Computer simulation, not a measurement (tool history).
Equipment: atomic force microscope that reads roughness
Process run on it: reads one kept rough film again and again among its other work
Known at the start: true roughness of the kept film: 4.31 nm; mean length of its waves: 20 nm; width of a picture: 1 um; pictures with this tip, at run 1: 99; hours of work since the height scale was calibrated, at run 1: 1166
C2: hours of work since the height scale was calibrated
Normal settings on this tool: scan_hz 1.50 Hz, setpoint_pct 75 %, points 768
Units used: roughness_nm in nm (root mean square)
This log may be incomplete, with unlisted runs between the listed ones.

{"run": 1, "hour": 0.0, "scan_hz": 1.5, "setpoint_pct": 75, "points": 768, "pictures with this tip": 99, "C2": 1166, "roughness_nm": 2.033}
{"hour": 8.1, "done": "new tip fitted"}
{"run": 2, "hour": 72.4, "scan_hz": 3.61, "setpoint_pct": 75, "points": 768, "pictures with this tip": 97, "C2": 1222, "roughness_nm": 1.956}
{"hour": 82.2, "done": "new tip fitted"}
{"run": 3, "hour": 114.4, "scan_hz": 1.5, "setpoint_pct": 80, "points": 768, "pictures with this tip": 48, "C2": 1254, "roughness_nm": 2.526}
{"hour": 159.3, "done": "new tip fitted"}
{"run": 4, "hour": 175.8, "scan_hz": 1.5, "setpoint_pct": 80, "points": 768, "pictures with this tip": 25, "C2": 1302, "roughness_nm": 2.685}
{"hour": 231.5, "done": "new tip fitted"}
{"run": 5, "hour": 252.3, "scan_hz": 1.5, "setpoint_pct": 75, "points": 768, "pictures with this tip": 31, "C2": 1361, "roughness_nm": 2.697}
{"run": 6, "hour": 288.1, "scan_hz": 1.5, "setpoint_pct": 75, "points": 768, "pictures with this tip": 86, "C2": 1389, "roughness_nm": 2.252}
{"hour": 307.1, "done": "new tip fitted"}
{"run": 7, "hour": 370.7, "scan_hz": 3.39, "setpoint_pct": 75, "points": 768, "pictures with this tip": 97, "C2": 1453, "roughness_nm": 2.081}
{"hour": 379.9, "done": "new tip fitted"}
{"run": 8, "hour": 413.9, "scan_hz": 3.39, "setpoint_pct": 75, "points": 768, "pictures with this tip": 51, "C2": 1486, "roughness_nm": 2.315}
{"hour": 455.1, "done": "new tip fitted"}
{"run": 9, "hour": 464.1, "scan_hz": 1.5, "setpoint_pct": 90, "points": 768, "pictures with this tip": 14, "C2": 1525, "roughness_nm": 2.78}
{"hour": 528.4, "done": "new tip fitted"}
{"run": 10, "hour": 528.6, "scan_hz": 1.5, "setpoint_pct": 90, "points": 320, "pictures with this tip": 0, "C2": 1575, "roughness_nm": 2.841}
{"hour": 599.4, "done": "new tip fitted"}
{"run": 11, "hour": 599.4, "scan_hz": 1.5, "setpoint_pct": 90, "points": 320, "pictures with this tip": 0, "C2": 1630, "roughness_nm": 2.845}
{"hour": 670.3, "done": "new tip fitted"}
{"run": 12, "hour": 671.2, "scan_hz": 1.5, "setpoint_pct": 90, "points": 320, "pictures with this tip": 2, "C2": 1686, "roughness_nm": 2.782}
{"run": 13, "hour": 721.2, "scan_hz": 1.5, "setpoint_pct": 90, "points": 320, "pictures with this tip": 78, "C2": 1725, "roughness_nm": 2.067}
{"hour": 743.0, "done": "new tip fitted"}
{"hour": 744.0, "done": "height scale calibrated on a step standard"}
{"run": 14, "hour": 800.9, "scan_hz": 1.5, "setpoint_pct": 90, "points": 856, "pictures with this tip": 86, "C2": 44, "roughness_nm": 2.083}
{"hour": 817.1, "done": "new tip fitted"}
{"run": 15, "hour": 846.8, "scan_hz": 0.54, "setpoint_pct": 56, "points": 360, "pictures with this tip": 45, "C2": 80, "roughness_nm": 2.698}
{"hour": 888.4, "done": "new tip fitted"}
{"run": 16, "hour": 891.9, "scan_hz": 1.2, "setpoint_pct": 86, "points": 264, "pictures with this tip": 5, "C2": 115, "roughness_nm": 2.903}
{"hour": 965.2, "done": "new tip fitted"}
{"run": 17, "hour": 967.6, "scan_hz": 1.2, "setpoint_pct": 86, "points": 264, "pictures with this tip": 4, "C2": 173, "roughness_nm": 2.869}
{"run": 18, "hour": 1031.0, "scan_hz": 1.2, "setpoint_pct": 86, "points": 264, "pictures with this tip": 100, "C2": 223, "roughness_nm": 2.05}
{"hour": 1036.7, "done": "new tip fitted"}
{"run": 19, "hour": 1084.7, "scan_hz": 1.95, "setpoint_pct": 86, "points": 897, "pictures with this tip": 73, "C2": 264, "roughness_nm": 2.246}
{"hour": 1107.7, "done": "new tip fitted"}
{"run": 20, "hour": 1166.9, "scan_hz": 1.7, "setpoint_pct": 60, "points": 690, "pictures with this tip": 90, "C2": 328, "roughness_nm": 2.287}
{"hour": 1180.2, "done": "new tip fitted"}
{"run": 21, "hour": 1236.5, "scan_hz": 3.58, "setpoint_pct": 64, "points": 768, "pictures with this tip": 86, "C2": 382, "roughness_nm": 2.191}
{"hour": 1251.4, "done": "new tip fitted"}
{"run": 22, "hour": 1302.8, "scan_hz": 1.93, "setpoint_pct": 64, "points": 470, "pictures with this tip": 78, "C2": 433, "roughness_nm": 2.315}
{"hour": 1324.6, "done": "new tip fitted"}
{"run": 23, "hour": 1383.9, "scan_hz": 1.43, "setpoint_pct": 64, "points": 401, "pictures with this tip": 90, "C2": 496, "roughness_nm": 2.227}
{"hour": 1396.3, "done": "new tip fitted"}
{"run": 24, "hour": 1425.7, "scan_hz": 0.98, "setpoint_pct": 79, "points": 396, "pictures with this tip": 45, "C2": 529, "roughness_nm": 2.573}
{"hour": 1468.5, "done": "new tip fitted"}
{"run": 25, "hour": 1492.1, "scan_hz": 1.5, "setpoint_pct": 85, "points": 768, "pictures with this tip": 36, "C2": 580, "roughness_nm": 2.538}
{"hour": 1543.2, "done": "new tip fitted"}
{"run": 26, "hour": 1567.2, "scan_hz": 1.5, "setpoint_pct": 75, "points": 464, "pictures with this tip": 37, "C2": 638, "roughness_nm": 2.572}

Alternative continuations, all from the tool just after run 26; predict every row:
{"run": "A", "hour": 1606.6, "scan_hz": 1.5, "setpoint_pct": 81, "points": 518, "pictures with this tip": 97, "C2": 669, "roughness_nm": "?"}
{"run": "B", "hour": 1606.6, "scan_hz": 1.07, "setpoint_pct": 75, "points": 763, "pictures with this tip": 97, "C2": 669, "roughness_nm": "?"}
{"run": "C", "hour": 1606.6, "scan_hz": 2.9, "setpoint_pct": 75, "points": 974, "pictures with this tip": 97, "C2": 669, "roughness_nm": "?"}
{"run": "D", "hour": 1606.6, "scan_hz": 1.5, "setpoint_pct": 67, "points": 818, "pictures with this tip": 97, "C2": 669, "roughness_nm": "?"}

run=A roughness_nm=2.098
run=B roughness_nm=2.174
run=C roughness_nm=2.052
run=D roughness_nm=2.187
Stripped of hidden state, with their random variation kept, the same runs would have yielded:
run=A roughness_nm=3.072
run=B roughness_nm=3.183
run=C roughness_nm=3.007
run=D roughness_nm=3.202
